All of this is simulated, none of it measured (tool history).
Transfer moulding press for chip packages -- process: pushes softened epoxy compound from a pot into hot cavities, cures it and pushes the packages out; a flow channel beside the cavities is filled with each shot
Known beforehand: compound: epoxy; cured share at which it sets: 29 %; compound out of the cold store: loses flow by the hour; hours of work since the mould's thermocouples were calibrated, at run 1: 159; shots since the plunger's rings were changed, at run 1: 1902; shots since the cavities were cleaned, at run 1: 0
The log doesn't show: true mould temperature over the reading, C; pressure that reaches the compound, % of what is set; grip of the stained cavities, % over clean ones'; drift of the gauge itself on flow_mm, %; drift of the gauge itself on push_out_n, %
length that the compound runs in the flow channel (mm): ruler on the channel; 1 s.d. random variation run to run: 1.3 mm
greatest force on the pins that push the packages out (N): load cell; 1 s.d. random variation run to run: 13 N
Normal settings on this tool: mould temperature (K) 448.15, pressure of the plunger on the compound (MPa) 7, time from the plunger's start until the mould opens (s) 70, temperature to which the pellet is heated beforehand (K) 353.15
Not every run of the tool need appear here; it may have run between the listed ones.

run,hour,mould temperature (K),pressure of the plunger on the compound (MPa),time from the plunger's start until the mould opens (s),temperature to which the pellet is heated beforehand (K),hours of work since the mould's thermocouples were calibrated,shots since the plunger's rings were changed,shots since the cavities were cleaned,incoming compound's hours out of the cold store,length that the compound runs in the flow channel (mm),greatest force on the pins that push the packages out (N)
1,0,448.15,7,70,353.15,159,1902,0,24.8,501,682
2,18.1,448.15,7,70,353.15,169,2130,228,24.1,505,892
3,44.3,455.15,7,70,353.15,184,2460,558,17,512,729
# hour 67.5: cavities cleaned with cleaning compound and waxed
4,67.5,455.15,7,70,353.15,197,2734,0,40.3,442,426
# hour 72.5: plunger's sealing rings changed
5,100.9,455.15,7,70,353.15,215,358,390,41.3,447,640
6,115.8,455.15,7,70,353.15,223,546,578,10.6,543,727
# hour 138.2: cavities cleaned with cleaning compound and waxed
7,146.9,448.15,7.06,70,353.15,240,919,110,19.3,527,787
8,178.3,447.15,7.06,70,353.15,259,1315,506,36.1,477,1065
9,195.5,448.15,7,70,353.15,269,1531,722,38.1,466,1064
# hour 206.4: cavities cleaned with cleaning compound and waxed
10,215.6,448.15,7,70,354.15,279,1766,115,25.8,499,796
11,234.7,448.15,7,70,358.15,290,2007,356,34.9,468,892
12,259,448.15,7,70,358.15,304,2313,662,17.8,521,1097
# hour 275.5: cavities cleaned with cleaning compound and waxed
13,281.3,448.15,7,70,358.15,316,2576,73,33.4,471,713
# hour 299.3: plunger's sealing rings changed
14,305.3,448.15,7,70,358.15,329,75,344,11.9,557,1015
15,336.4,448.15,7,70,360.15,347,467,736,25.2,509,1063
# hour 347.3: cavities cleaned with cleaning compound and waxed
16,355.5,448.15,7,70,346.15,357,689,104,23.6,514,781
17,369.7,451.15,7,53,347.15,365,868,283,43.9,445,1432
18,385.6,447.15,7.25,70,351.15,374,1069,484,14.6,554,1176
19,402,456.15,6.06,53,348.15,384,1276,691,45.7,402,1309
# hour 417: cavities cleaned with cleaning compound and waxed
20,428.2,448.15,6.3,96,353.15,398,1587,141,32.5,457,469
21,448.5,448.15,7,57,353.15,410,1842,396,25.6,502,1624
22,461.5,448.15,7,70,362.15,417,2007,561,13.4,539,1108
# hour 486.9: cavities cleaned with cleaning compound and waxed
23,486.9,452.15,7.08,70,353.15,431,2308,0,31.6,476,498
24,503.7,453.15,7.08,70,346.15,441,2520,212,24.7,495,643
# hour 524.1: plunger's sealing rings changed
25,526.4,443.15,6.52,67,355.15,452,28,466,31.2,489,1560
# hour 558.3: cavities cleaned with cleaning compound and waxed
26,558.4,448.15,8.26,83,353.15,470,414,2,20.2,571,490
27,579,448.15,8.26,83,353.15,482,673,261,29.3,537,630

Below, some changes in length that the compound runs in the flow channel (mm) between adjacent runs. For each, the amount present without the hidden state too (settings, incoming material, random variation) and the amount remaining for the hidden state with gauge scatter not shared by both compared results:
Run 13 -> 14: plunger's sealing rings changed. length that the compound runs in the flow channel (mm) +86: hidden state +14, all else +72.
Run 17 -> 18: mould temperature (K) 451.15 -> 447.15, pressure of the plunger on the compound (MPa) 7 -> 7.25, time from the plunger's start until the mould opens (s) 53 -> 70, temperature to which the pellet is heated beforehand (K) 347.15 -> 351.15. length that the compound runs in the flow channel (mm) +109: hidden state -1, all else +110.
Run 18 -> 19: mould temperature (K) 447.15 -> 456.15, pressure of the plunger on the compound (MPa) 7.25 -> 6.06, time from the plunger's start until the mould opens (s) 70 -> 53, temperature to which the pellet is heated beforehand (K) 351.15 -> 348.15. length that the compound runs in the flow channel (mm) -152: hidden state +0, all else -152.
Run 24 -> 25: mould temperature (K) 453.15 -> 443.15, pressure of the plunger on the compound (MPa) 7.08 -> 6.52, time from the plunger's start until the mould opens (s) 70 -> 67, temperature to which the pellet is heated beforehand (K) 346.15 -> 355.15, plunger's sealing rings changed. length that the compound runs in the flow channel (mm) -6: hidden state +13, all else -19.

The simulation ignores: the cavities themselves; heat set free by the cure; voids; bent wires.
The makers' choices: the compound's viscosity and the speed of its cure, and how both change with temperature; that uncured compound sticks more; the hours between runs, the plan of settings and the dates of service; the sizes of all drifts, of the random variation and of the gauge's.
